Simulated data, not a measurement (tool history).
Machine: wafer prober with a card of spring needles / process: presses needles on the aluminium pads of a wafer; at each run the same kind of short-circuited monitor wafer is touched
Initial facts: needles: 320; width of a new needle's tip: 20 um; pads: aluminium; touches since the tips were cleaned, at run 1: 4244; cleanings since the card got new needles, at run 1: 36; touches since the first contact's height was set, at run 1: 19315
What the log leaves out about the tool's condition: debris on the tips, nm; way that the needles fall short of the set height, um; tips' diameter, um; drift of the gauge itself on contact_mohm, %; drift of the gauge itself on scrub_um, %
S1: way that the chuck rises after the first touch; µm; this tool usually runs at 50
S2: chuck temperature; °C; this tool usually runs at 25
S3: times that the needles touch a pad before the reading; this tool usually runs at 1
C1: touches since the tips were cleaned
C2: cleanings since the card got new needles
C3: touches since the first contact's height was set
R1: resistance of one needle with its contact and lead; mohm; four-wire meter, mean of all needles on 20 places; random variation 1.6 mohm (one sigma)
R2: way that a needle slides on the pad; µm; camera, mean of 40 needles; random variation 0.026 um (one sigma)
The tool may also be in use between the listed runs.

Run 1, day 0: usual settings; C1 4244; C2 36; C3 19315. Result: R1 151 mohm, R2 13.85 µm.
At day 0.079: tips cleaned on abrasive film.
At day 0.579: tips cleaned on abrasive film.
Run 2, day 0.579: usual settings; C1 0; C2 38; C3 24909. Result: R1 147 mohm, R2 13.8 µm.
At day 1.054: tips cleaned on abrasive film.
At day 1.508: tips cleaned on abrasive film.
Run 3, day 1.729: usual settings; C1 2148; C2 40; C3 36066. Result: R1 151 mohm, R2 13.86 µm.
At day 1.958: tips cleaned on abrasive film.
At day 2.408: tips cleaned on abrasive film.
Run 4, day 2.633: usual settings; C1 2194; C2 42; C3 44866. Result: R1 148 mohm, R2 13.82 µm.
At day 2.862: tips cleaned on abrasive film.
Run 5, day 3.212: usual settings; C1 3418; C2 43; C3 50493. Result: R1 152 mohm, R2 13.78 µm.
At day 3.317: tips cleaned on abrasive film.
At day 3.779: tips cleaned on abrasive film.
Run 6, day 3.929: usual settings but S3 2; C1 1452; C2 45; C3 57418. Result: R1 150 mohm, R2 13.84 µm.
At day 4.329: tips cleaned on abrasive film.
At day 4.792: tips cleaned on abrasive film.
Run 7, day 4.883: usual settings but S3 2; C1 889; C2 47; C3 66691. Result: R1 149 mohm, R2 13.82 µm.
At day 5.242: tips cleaned on abrasive film.
At day 5.721: tips cleaned on abrasive film.
Run 8, day 5.721: usual settings but S1 34 µm; C1 0; C2 49; C3 74797. Result: R1 159 mohm, R2 9.46 µm.
At day 6.246: tips cleaned on abrasive film.
At day 6.4: height of the first contact set anew.
Run 9, day 6.488: usual settings but S1 34 µm; C1 2234; C2 50; C3 844. Result: R1 159 mohm, R2 9.36 µm.
At day 6.75: tips cleaned on abrasive film.
At day 7.25: tips cleaned on abrasive film.
Run 10, day 7.462: usual settings but S1 33 µm, S2 102 °C; C1 2082; C2 52; C3 10308. Result: R1 175 mohm, R2 9.11 µm.
At day 7.704: tips cleaned on abrasive film.
At day 8.162: tips cleaned on abrasive film.
Run 11, day 8.421: usual settings but S1 64 µm, S2 102 °C; C1 2508; C2 54; C3 19602. Result: R1 158 mohm, R2 17.63 µm.
At day 8.712: tips cleaned on abrasive film.
At day 9.179: tips cleaned on abrasive film.
Run 12, day 9.179: usual settings but S1 55 µm, S2 67 °C, S3 3; C1 0; C2 56; C3 26955. Result: R1 155 mohm, R2 15.11 µm.
At day 9.708: tips cleaned on abrasive film.
At day 10.225: tips cleaned on abrasive film.
Run 13, day 10.3: usual settings but S1 36 µm; C1 741; C2 58; C3 37831. Result: R1 159 mohm, R2 9.92 µm.
At day 10.692: tips cleaned on abrasive film.
Run 14, day 10.85: usual settings but S1 39 µm, S2 66 °C, S3 2; C1 1552; C2 59; C3 43189. Result: R1 165 mohm, R2 10.72 µm.
At day 11.179: tips cleaned on abrasive film.
Run 15, day 11.467: usual settings but S1 57 µm, S2 66 °C, S3 2; C1 2806; C2 60; C3 49177. Result: R1 156 mohm, R2 15.67 µm.
At day 11.65: tips cleaned on abrasive film.
At day 12.096: tips cleaned on abrasive film.
At day 12.571: tips cleaned on abrasive film.
Run 16, day 12.604: usual settings but S1 57 µm, S2 66 °C, S3 2; C1 319; C2 63; C3 60195. Result: R1 154 mohm, R2 15.64 µm.
At day 13.033: tips cleaned on abrasive film.
Run 17, day 13.288: usual settings but S1 57 µm, S2 66 °C, S3 2; C1 2472; C2 64; C3 66848. Result: R1 155 mohm, R2 15.64 µm.
At day 13.517: tips cleaned on abrasive film.
At day 14.025: tips cleaned on abrasive film.
Run 18, day 14.392: usual settings but S1 60 µm, S2 59 °C; C1 3585; C2 66; C3 77576. Result: R1 153 mohm, R2 16.42 µm.

Below are 5 alternative next runs, each starting from the tool's condition after run 18. Predict each:
At day 14.483: tips cleaned on abrasive film.
At day 14.829: height of the first contact set anew.
At day 14.942: tips cleaned on abrasive film.
Run A, day 15.179: usual settings but S1 46 µm, S2 85 °C; C1 2345; C2 68; C3 3421. Result: R1 ?, R2 ?.
At day 14.483: tips cleaned on abrasive film.
At day 14.829: height of the first contact set anew.
At day 14.942: tips cleaned on abrasive film.
Run B, day 15.179: usual settings but S1 58 µm, S2 125 °C, S3 3; C1 2345; C2 68; C3 3421. Result: R1 ?, R2 ?.
At day 14.483: tips cleaned on abrasive film.
At day 14.829: height of the first contact set anew.
At day 14.942: tips cleaned on abrasive film.
Run C, day 15.179: usual settings but S1 44 µm; C1 2345; C2 68; C3 3421. Result: R1 ?, R2 ?.
At day 14.483: tips cleaned on abrasive film.
At day 14.829: height of the first contact set anew.
At day 14.942: tips cleaned on abrasive film.
Run D, day 15.179: usual settings but S1 31 µm, S2 105 °C; C1 2345; C2 68; C3 3421. Result: R1 ?, R2 ?.
At day 14.483: tips cleaned on abrasive film.
At day 14.829: height of the first contact set anew.
At day 14.942: tips cleaned on abrasive film.
Run E, day 15.179: usual settings but S1 41 µm, S2 108 °C; C1 2345; C2 68; C3 3421. Result: R1 ?, R2 ?.

run   R1     R2
  A  165  12.64
  B  164  15.95
  C  154  12.02
  D  178   8.49
  E  168  11.24
Had the tool no hidden state, the same runs would have come out as:
run   R1     R2
  A  165  12.77
  B  164  16.12
  C  154  12.15
  D  177   8.58
  E  168  11.36
